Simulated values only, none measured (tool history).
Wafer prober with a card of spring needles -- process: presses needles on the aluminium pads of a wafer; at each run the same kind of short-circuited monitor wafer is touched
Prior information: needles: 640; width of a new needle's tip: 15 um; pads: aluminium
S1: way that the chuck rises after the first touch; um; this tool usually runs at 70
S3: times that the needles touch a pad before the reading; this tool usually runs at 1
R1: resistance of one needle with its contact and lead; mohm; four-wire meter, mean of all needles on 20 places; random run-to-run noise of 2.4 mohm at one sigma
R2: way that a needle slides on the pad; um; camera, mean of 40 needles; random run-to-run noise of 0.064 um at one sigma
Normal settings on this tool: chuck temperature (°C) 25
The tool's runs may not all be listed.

{"run": 1, "hour": 0.0, "S1": 70, "chuck temperature (°C)": 25, "S3": 1, "R1": 319, "R2": 19.07}
{"hour": 7.1, "done": "tips cleaned on abrasive film"}
{"run": 2, "hour": 9.7, "S1": 70, "chuck temperature (°C)": 25, "S3": 1, "R1": 290, "R2": 19.12}
{"run": 3, "hour": 17.1, "S1": 70, "chuck temperature (°C)": 25, "S3": 1, "R1": 311, "R2": 19.01}
{"run": 4, "hour": 26.4, "S1": 70, "chuck temperature (°C)": 25, "S3": 1, "R1": 327, "R2": 19.16}
{"hour": 28.1, "done": "tips cleaned on abrasive film"}
{"run": 5, "hour": 33.0, "S1": 70, "chuck temperature (°C)": 25, "S3": 1, "R1": 309, "R2": 19.16}
{"run": 6, "hour": 43.3, "S1": 70, "chuck temperature (°C)": 25, "S3": 1, "R1": 323, "R2": 19.12}
{"hour": 48.5, "done": "tips cleaned on abrasive film"}
{"run": 7, "hour": 53.0, "S1": 70, "chuck temperature (°C)": 25, "S3": 1, "R1": 298, "R2": 19.05}
{"run": 8, "hour": 62.5, "S1": 70, "chuck temperature (°C)": 25, "S3": 1, "R1": 325, "R2": 19.03}
{"hour": 69.4, "done": "tips cleaned on abrasive film"}
{"run": 9, "hour": 72.6, "S1": 77, "chuck temperature (°C)": 25, "S3": 1, "R1": 291, "R2": 21.06}
{"run": 10, "hour": 80.1, "S1": 77, "chuck temperature (°C)": 25, "S3": 1, "R1": 311, "R2": 21.06}
{"hour": 89.7, "done": "tips cleaned on abrasive film"}
{"run": 11, "hour": 89.7, "S1": 77, "chuck temperature (°C)": 25, "S3": 1, "R1": 276, "R2": 20.92}
{"run": 12, "hour": 95.6, "S1": 70, "chuck temperature (°C)": 25, "S3": 1, "R1": 306, "R2": 18.98}
{"run": 13, "hour": 100.4, "S1": 70, "chuck temperature (°C)": 25, "S3": 1, "R1": 319, "R2": 19.04}
{"run": 14, "hour": 107.3, "S1": 70, "chuck temperature (°C)": 114, "S3": 1, "R1": 350, "R2": 19.02}
{"hour": 110.9, "done": "tips cleaned on abrasive film"}
{"run": 15, "hour": 114.2, "S1": 70, "chuck temperature (°C)": 114, "S3": 1, "R1": 321, "R2": 19.0}
{"run": 16, "hour": 120.3, "S1": 70, "chuck temperature (°C)": 114, "S3": 1, "R1": 336, "R2": 19.02}
{"run": 17, "hour": 128.0, "S1": 70, "chuck temperature (°C)": 114, "S3": 1, "R1": 349, "R2": 19.09}
{"hour": 131.3, "done": "tips cleaned on abrasive film"}
{"run": 18, "hour": 137.3, "S1": 70, "chuck temperature (°C)": 114, "S3": 1, "R1": 331, "R2": 18.91}
{"run": 19, "hour": 148.0, "S1": 70, "chuck temperature (°C)": 47, "S3": 3, "R1": 301, "R2": 18.96}
{"hour": 152.1, "done": "tips cleaned on abrasive film"}
{"run": 20, "hour": 154.2, "S1": 68, "chuck temperature (°C)": 41, "S3": 1, "R1": 297, "R2": 18.45}
{"run": 21, "hour": 160.6, "S1": 68, "chuck temperature (°C)": 41, "S3": 1, "R1": 320, "R2": 18.34}
{"run": 22, "hour": 165.9, "S1": 75, "chuck temperature (°C)": 30, "S3": 2, "R1": 305, "R2": 20.29}
{"hour": 172.6, "done": "tips cleaned on abrasive film"}
{"run": 23, "hour": 174.4, "S1": 54, "chuck temperature (°C)": 103, "S3": 1, "R1": 322, "R2": 14.5}
{"run": 24, "hour": 182.6, "S1": 61, "chuck temperature (°C)": 25, "S3": 1, "R1": 327, "R2": 16.44}
{"run": 25, "hour": 191.0, "S1": 64, "chuck temperature (°C)": 45, "S3": 3, "R1": 305, "R2": 17.24}
{"hour": 193.5, "done": "tips cleaned on abrasive film"}
{"run": 26, "hour": 198.0, "S1": 64, "chuck temperature (°C)": 45, "S3": 3, "R1": 294, "R2": 17.16}
{"run": 27, "hour": 205.8, "S1": 51, "chuck temperature (°C)": 43, "S3": 3, "R1": 317, "R2": 13.53}
{"hour": 214.1, "done": "tips cleaned on abrasive film"}
{"run": 28, "hour": 214.1, "S1": 73, "chuck temperature (°C)": 85, "S3": 3, "R1": 296, "R2": 19.79}
{"run": 29, "hour": 222.6, "S1": 73, "chuck temperature (°C)": 85, "S3": 3, "R1": 310, "R2": 19.62}
{"run": 30, "hour": 230.3, "S1": 70, "chuck temperature (°C)": 86, "S3": 1, "R1": 338, "R2": 18.86}
{"hour": 234.5, "done": "tips cleaned on abrasive film"}
{"run": 31, "hour": 240.5, "S1": 70, "chuck temperature (°C)": 86, "S3": 1, "R1": 324, "R2": 18.86}
{"run": 32, "hour": 245.5, "S1": 70, "chuck temperature (°C)": 86, "S3": 1, "R1": 331, "R2": 18.96}
{"hour": 251.2, "done": "height of the first contact set anew"}
{"hour": 255.7, "done": "tips cleaned on abrasive film"}
{"run": 33, "hour": 255.7, "S1": 70, "chuck temperature (°C)": 71, "S3": 1, "R1": 300, "R2": 19.43}
{"run": 34, "hour": 260.4, "S1": 70, "chuck temperature (°C)": 71, "S3": 1, "R1": 317, "R2": 19.19}
{"run": 35, "hour": 267.9, "S1": 70, "chuck temperature (°C)": 42, "S3": 2, "R1": 313, "R2": 19.27}

Predict each of these 4 candidate next runs independently; none follows another, all start after run 35:
{"run": "A", "hour": 274.1, "S1": 56, "chuck temperature (°C)": 42, "S3": 2, "R1": "?", "R2": "?"}
{"run": "B", "hour": 274.1, "S1": 55, "chuck temperature (°C)": 25, "S3": 1, "R1": "?", "R2": "?"}
{"run": "C", "hour": 274.1, "S1": 60, "chuck temperature (°C)": 60, "S3": 3, "R1": "?", "R2": "?"}
{"run": "D", "hour": 274.1, "S1": 71, "chuck temperature (°C)": 98, "S3": 3, "R1": "?", "R2": "?"}

run=A R1=329 R2=15.40
run=B R1=355 R2=15.13
run=C R1=321 R2=16.57
run=D R1=319 R2=19.58
Without the tool's unlogged condition, the same runs would have read:
run=A R1=285 R2=15.43
run=B R1=278 R2=15.16
run=C R1=297 R2=16.60
run=D R1=302 R2=19.61
